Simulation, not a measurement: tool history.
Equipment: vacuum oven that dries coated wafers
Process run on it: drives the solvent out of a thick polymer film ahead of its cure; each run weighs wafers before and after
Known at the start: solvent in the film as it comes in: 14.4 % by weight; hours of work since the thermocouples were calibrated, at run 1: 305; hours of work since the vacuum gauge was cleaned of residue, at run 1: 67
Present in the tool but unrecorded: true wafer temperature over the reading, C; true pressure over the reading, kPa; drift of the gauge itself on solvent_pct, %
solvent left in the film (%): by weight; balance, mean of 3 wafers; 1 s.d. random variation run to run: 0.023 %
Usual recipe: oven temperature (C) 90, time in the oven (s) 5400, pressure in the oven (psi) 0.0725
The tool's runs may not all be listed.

run	hour	oven temperature (C)	time in the oven (s)	pressure in the oven (psi)	hours of work since the thermocouples were calibrated	hours of work since the vacuum gauge was cleaned of residue	solvent left in the film (%)
1	0	90	5400	0.0725	305	67	0.82
2	17.3	90	5400	0.0725	314	75	0.81
3	26.7	90	5400	0.0725	318	79	0.82
4	48.3	90	5400	0.0725	328	90	0.82
5	70.3	90	5400	0.0725	339	100	0.83
6	89.9	90	5400	0.0725	348	109	0.81
7	107.2	90	5400	0.0725	356	118	0.8
8	130.2	90	5400	0.0725	367	129	0.85
9	140.6	90	5400	0.0725	372	133	0.84
10	161.2	90	5400	0.0725	382	143	0.82
11	170.7	90	5400	0.0725	387	148	0.86
12	185.4	90	5400	0.0725	394	155	0.83
13	194.8	90	5400	0.0725	398	159	0.86
14	210.2	84	5400	0.0725	405	167	1.57
# hour 213.2: oven's thermocouples calibrated
15	234	90	5280	0.0725	10	177	0.92
16	255.5	90	5280	0.0725	20	187	0.94
# hour 265.6: oven's thermocouples calibrated, once more
17	268.3	90	5400	0.0589	1	192	0.75
18	285.2	101	5400	0.0725	9	200	0.18
19	304.5	101	5400	0.0725	19	210	0.18
20	314.7	90	5400	0.0725	23	214	0.79
21	337.1	90	5400	0.0725	34	225	0.78
22	347.6	90	5400	0.0412	39	230	0.71
23	364.3	103	5400	0.0725	47	238	0.12
24	379.3	103	5400	0.0725	54	245	0.16
25	390.1	90	5400	0.0978	59	250	0.85
26	409.4	87	5400	0.0725	68	260	1.11
27	430.5	86	3180	0.0389	78	270	2.96
28	450.3	103	3000	0.0503	88	279	0.71
29	470.6	86	5400	0.0725	98	289	1.29
30	490.3	86	5400	0.0725	107	298	1.21
31	507.9	83	6540	0.0725	115	306	1.16
32	530.5	83	4560	0.0725	126	317	2.26
33	545.5	83	4560	0.0725	133	324	2.31
34	559.4	97	5400	0.0605	140	331	0.39
35	569.9	97	5400	0.0605	145	336	0.3
36	589.9	88	4740	0.0363	154	345	1.3
37	605.6	88	4740	0.0363	162	353	1.28
38	624.6	99	4200	0.1436	171	362	0.57
39	639.8	76	8160	0.1297	178	369	1.82
40	655.1	76	8820	0.0569	185	377	1.4
41	669.1	90	3420	0.0569	192	383	2.02
42	691	90	2760	0.1239	203	394	2.87
43	705.1	90	4020	0.0725	209	400	1.51
44	720.8	98	7260	0.0725	217	408	0.18
45	740.7	98	7260	0.0725	226	417	0.15
46	760.1	82	5400	0.0725	235	427	1.91
47	769.9	82	6720	0.1767	240	431	1.57

Some steps in solvent left in the film (%), run to run, broken into two amounts with sign: the step expected even without the hidden condition (settings, incoming material, random variation), and the rest, left for the hidden condition together with whatever gauge scatter is not in both the measured and the hidden-condition-free result:
Run 16 -> 17: time in the oven (s) 5280 -> 5400, pressure in the oven (psi) 0.0725 -> 0.0589, oven's thermocouples calibrated, once more. solvent left in the film (%) -0.19: hidden state -0.13, all else -0.06.
Run 26 -> 27: oven temperature (C) 87 -> 86, time in the oven (s) 5400 -> 3180, pressure in the oven (psi) 0.0725 -> 0.0389. solvent left in the film (%) +1.85: hidden state +0.04, all else +1.81.
Run 27 -> 28: oven temperature (C) 86 -> 103, time in the oven (s) 3180 -> 3000, pressure in the oven (psi) 0.0389 -> 0.0503. solvent left in the film (%) -2.25: hidden state -0.06, all else -2.19.
Run 33 -> 34: oven temperature (C) 83 -> 97, time in the oven (s) 4560 -> 5400, pressure in the oven (psi) 0.0725 -> 0.0605. solvent left in the film (%) -1.92: hidden state -0.08, all else -1.84.
Run 38 -> 39: oven temperature (C) 99 -> 76, time in the oven (s) 4200 -> 8160, pressure in the oven (psi) 0.1436 -> 0.1297. solvent left in the film (%) +1.25: hidden state +0.09, all else +1.16.
Run 45 -> 46: oven temperature (C) 98 -> 82, time in the oven (s) 7260 -> 5400. solvent left in the film (%) +1.76: hidden state +0.13, all else +1.63.

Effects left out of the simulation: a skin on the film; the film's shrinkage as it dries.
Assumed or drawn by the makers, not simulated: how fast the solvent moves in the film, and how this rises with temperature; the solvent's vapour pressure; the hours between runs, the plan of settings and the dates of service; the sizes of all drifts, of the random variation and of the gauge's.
